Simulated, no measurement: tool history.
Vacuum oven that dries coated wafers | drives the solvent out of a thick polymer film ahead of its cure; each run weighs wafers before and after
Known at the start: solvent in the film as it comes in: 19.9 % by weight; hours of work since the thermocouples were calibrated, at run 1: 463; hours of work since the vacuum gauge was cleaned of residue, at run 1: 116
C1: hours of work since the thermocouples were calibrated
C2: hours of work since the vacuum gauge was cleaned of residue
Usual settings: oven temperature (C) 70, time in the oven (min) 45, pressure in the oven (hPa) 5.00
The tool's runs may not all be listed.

run 1 hour=0.0 | oven_temperature_(C)=70 time_in_the_oven_(min)=45 pressure_in_the_oven_(hPa)=5.00 | C1=463 C2=116 | solvent_left_in_the_film_(%)=4.96
run 2 hour=14.5 | oven_temperature_(C)=70 time_in_the_oven_(min)=45 pressure_in_the_oven_(hPa)=5.00 | C1=472 C2=125 | solvent_left_in_the_film_(%)=4.95
run 3 hour=21.7 | oven_temperature_(C)=70 time_in_the_oven_(min)=58 pressure_in_the_oven_(hPa)=5.00 | C1=476 C2=129 | solvent_left_in_the_film_(%)=3.56
run 4 hour=32.4 | oven_temperature_(C)=70 time_in_the_oven_(min)=58 pressure_in_the_oven_(hPa)=5.00 | C1=482 C2=135 | solvent_left_in_the_film_(%)=3.52
run 5 hour=39.7 | oven_temperature_(C)=70 time_in_the_oven_(min)=56 pressure_in_the_oven_(hPa)=5.00 | C1=487 C2=140 | solvent_left_in_the_film_(%)=3.76
run 6 hour=53.2 | oven_temperature_(C)=62 time_in_the_oven_(min)=45 pressure_in_the_oven_(hPa)=5.00 | C1=495 C2=148 | solvent_left_in_the_film_(%)=8.05
run 7 hour=61.8 | oven_temperature_(C)=62 time_in_the_oven_(min)=29 pressure_in_the_oven_(hPa)=5.00 | C1=500 C2=153 | solvent_left_in_the_film_(%)=10.19
run 8 hour=77.9 | oven_temperature_(C)=70 time_in_the_oven_(min)=45 pressure_in_the_oven_(hPa)=4.30 | C1=509 C2=162 | solvent_left_in_the_film_(%)=4.91
run 9 hour=87.2 | oven_temperature_(C)=70 time_in_the_oven_(min)=45 pressure_in_the_oven_(hPa)=4.30 | C1=515 C2=168 | solvent_left_in_the_film_(%)=4.91
run 10 hour=100.9 | oven_temperature_(C)=70 time_in_the_oven_(min)=36 pressure_in_the_oven_(hPa)=5.00 | C1=523 C2=176 | solvent_left_in_the_film_(%)=6.24
run 11 hour=111.7 | oven_temperature_(C)=69 time_in_the_oven_(min)=33 pressure_in_the_oven_(hPa)=5.00 | C1=529 C2=183 | solvent_left_in_the_film_(%)=7.12
run 12 hour=126.3 | oven_temperature_(C)=84 time_in_the_oven_(min)=35 pressure_in_the_oven_(hPa)=5.87 | C1=538 C2=191 | solvent_left_in_the_film_(%)=1.96
run 13 hour=140.2 | oven_temperature_(C)=84 time_in_the_oven_(min)=35 pressure_in_the_oven_(hPa)=5.87 | C1=546 C2=200 | solvent_left_in_the_film_(%)=2.01
run 14 hour=155.3 | oven_temperature_(C)=84 time_in_the_oven_(min)=35 pressure_in_the_oven_(hPa)=5.87 | C1=555 C2=209 | solvent_left_in_the_film_(%)=1.98
run 15 hour=164.3 | oven_temperature_(C)=84 time_in_the_oven_(min)=35 pressure_in_the_oven_(hPa)=5.87 | C1=561 C2=214 | solvent_left_in_the_film_(%)=1.98
run 16 hour=175.1 | oven_temperature_(C)=83 time_in_the_oven_(min)=35 pressure_in_the_oven_(hPa)=5.21 | C1=567 C2=220 | solvent_left_in_the_film_(%)=2.15
run 17 hour=186.6 | oven_temperature_(C)=64 time_in_the_oven_(min)=45 pressure_in_the_oven_(hPa)=5.00 | C1=574 C2=227 | solvent_left_in_the_film_(%)=7.27
run 18 hour=193.5 | oven_temperature_(C)=68 time_in_the_oven_(min)=52 pressure_in_the_oven_(hPa)=5.00 | C1=578 C2=231 | solvent_left_in_the_film_(%)=4.91

Forecast run 19:
run 19 hour=204.1 | oven_temperature_(C)=71 time_in_the_oven_(min)=40 pressure_in_the_oven_(hPa)=8.80 | C1=584 C2=238 | solvent_left_in_the_film_(%)=?

solvent left in the film (%): 5.51
Without the tool's hidden state the same run would have given solvent left in the film (%) 5.50.
